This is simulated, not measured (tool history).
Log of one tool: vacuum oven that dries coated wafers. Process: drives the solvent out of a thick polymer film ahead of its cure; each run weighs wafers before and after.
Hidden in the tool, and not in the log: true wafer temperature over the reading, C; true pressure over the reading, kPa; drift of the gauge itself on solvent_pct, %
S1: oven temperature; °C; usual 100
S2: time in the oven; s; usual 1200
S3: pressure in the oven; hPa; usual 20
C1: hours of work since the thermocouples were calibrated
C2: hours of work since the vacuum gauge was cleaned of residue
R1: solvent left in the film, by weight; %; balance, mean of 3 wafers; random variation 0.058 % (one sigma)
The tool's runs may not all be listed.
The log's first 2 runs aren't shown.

Run 3, hour 84.9: usual settings; C1 350; C2 105. Result: R1 2.83 %.
Run 4, hour 130.9: usual settings; C1 376; C2 131. Result: R1 2.9 %.
Run 5, hour 181.5: usual settings; C1 405; C2 160. Result: R1 2.86 %.
Run 6, hour 207.9: usual settings; C1 420; C2 175. Result: R1 2.92 %.
Run 7, hour 245.5: usual settings; C1 441; C2 196. Result: R1 2.86 %.
Run 8, hour 286.8: usual settings; C1 465; C2 220. Result: R1 2.81 %.
Run 9, hour 330.9: usual settings; C1 490; C2 245. Result: R1 2.7 %.
Run 10, hour 359.6: usual settings but S3 16.7 hPa; C1 506; C2 261. Result: R1 2.63 %.
Run 11, hour 397.9: usual settings but S3 16.7 hPa; C1 528; C2 283. Result: R1 2.73 %.
Run 12, hour 435.3: usual settings; C1 549; C2 304. Result: R1 2.74 %.
Run 13, hour 484.9: usual settings; C1 577; C2 333. Result: R1 2.79 %.
Run 14, hour 532.7: usual settings but S2 1440 s; C1 605; C2 360. Result: R1 2.25 %.
Run 15, hour 570.9: usual settings; C1 626; C2 381. Result: R1 2.7 %.
Run 16, hour 619.8: usual settings but S1 89 °C; C1 654; C2 409. Result: R1 5.77 %.
Run 17, hour 649.3: usual settings but S1 89 °C; C1 671; C2 426. Result: R1 5.67 %.
Run 18, hour 682.6: usual settings but S3 27.6 hPa; C1 690; C2 445. Result: R1 2.94 %.
Run 19, hour 711.6: usual settings but S2 1800 s; C1 706; C2 461. Result: R1 1.63 %.
Run 20, hour 763.1: usual settings; C1 736; C2 491. Result: R1 2.61 %.
Run 21, hour 817.5: usual settings; C1 767; C2 522. Result: R1 2.79 %.
Run 22, hour 869.9: usual settings; C1 796; C2 551. Result: R1 2.68 %.
Run 23, hour 903.3: usual settings but S3 54.1 hPa; C1 815; C2 570. Result: R1 3.47 %.
Run 24, hour 948.1: usual settings but S3 54.1 hPa; C1 841; C2 596. Result: R1 3.37 %.

Run 25 comes next. What will it give?
Run 25, hour 977.7: usual settings but S1 95 °C, S2 1380 s; C1 858; C2 613. Result: R1 ?.

Run 25 gave R1 3.46 %.
Without the tool's hidden state the same run would have given R1 3.75 %.
